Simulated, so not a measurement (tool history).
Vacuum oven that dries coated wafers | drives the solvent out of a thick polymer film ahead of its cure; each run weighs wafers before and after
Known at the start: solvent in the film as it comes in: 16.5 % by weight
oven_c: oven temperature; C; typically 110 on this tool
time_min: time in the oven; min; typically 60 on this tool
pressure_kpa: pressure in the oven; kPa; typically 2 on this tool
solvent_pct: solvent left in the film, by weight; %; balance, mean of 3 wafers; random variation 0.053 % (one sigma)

run	hour	oven_c	time_min	pressure_kpa	solvent_pct
1	0	110	60	2	2.04
2	95.3	110	60	1.29	1.5
3	174.2	110	60	2	2.12
4	244.6	110	60	2	2.15
5	317.7	110	60	2	2.2
6	381.3	107	60	2	2.54
7	460.8	107	60	2	2.66
8	554	107	60	2	2.77
9	604.1	107	60	2	2.72
10	678.1	107	60	2	2.64
11	784.3	110	60	2	2.18
12	856.5	111	60	2	2.07
13	944.9	110	60	6.63	5.49
# hour 953.4: oven's thermocouples calibrated
14	992.1	124	60	2	1.05
15	1099.2	124	60	2.42	1.25
16	1187.2	110	60	2	2.28
17	1270.6	110	60	2	2.37
# hour 1325.9: oven's thermocouples calibrated, once more
18	1337	110	60	2	2.14
19	1387.3	110	60	2	2.14
20	1431.8	110	60	2	2.17
21	1504.3	110	33	2	3.82
22	1601.1	110	33	2	3.65
23	1648.8	104	44	5.54	7.15
24	1742.5	104	44	5.54	7.05
25	1825.7	115	44	1.5	1.69
26	1879.4	100	48	3	6.18
27	1940.1	105	47	1.56	3.65
28	2047.4	96	35	3.67	9.12
29	2150.3	117	43	1.06	1.3
30	2255	99	97	3.39	4.78
31	2337.5	101	32	2.18	7.07
32	2410.9	110	36	2	3.76
33	2505	111	60	7.61	6.05
34	2569.6	111	60	7.61	6.06
35	2674.9	97	35	7.61	12.11
36	2746.9	108	35	7.61	8.18

The logged runs with the hidden state left out (each run's random variation unchanged):
The hidden state here: true wafer temperature over the reading, C; true pressure over the reading, kPa; drift of the gauge itself on solvent_pct, %.
run	solvent_pct
1	1.88
2	1.33
3	1.93
4	1.95
5	1.99
6	2.29
7	2.38
8	2.49
9	2.42
10	2.33
11	1.9
12	1.8
13	5.09
14	0.89
15	1.08
16	1.86
17	1.93
18	1.9
19	1.89
20	1.91
21	3.5
22	3.3
23	6.71
24	6.57
25	1.41
26	5.65
27	3.19
28	8.56
29	1.01
30	4.18
31	6.45
32	3.22
33	5.5
34	5.48
35	11.33
36	7.43

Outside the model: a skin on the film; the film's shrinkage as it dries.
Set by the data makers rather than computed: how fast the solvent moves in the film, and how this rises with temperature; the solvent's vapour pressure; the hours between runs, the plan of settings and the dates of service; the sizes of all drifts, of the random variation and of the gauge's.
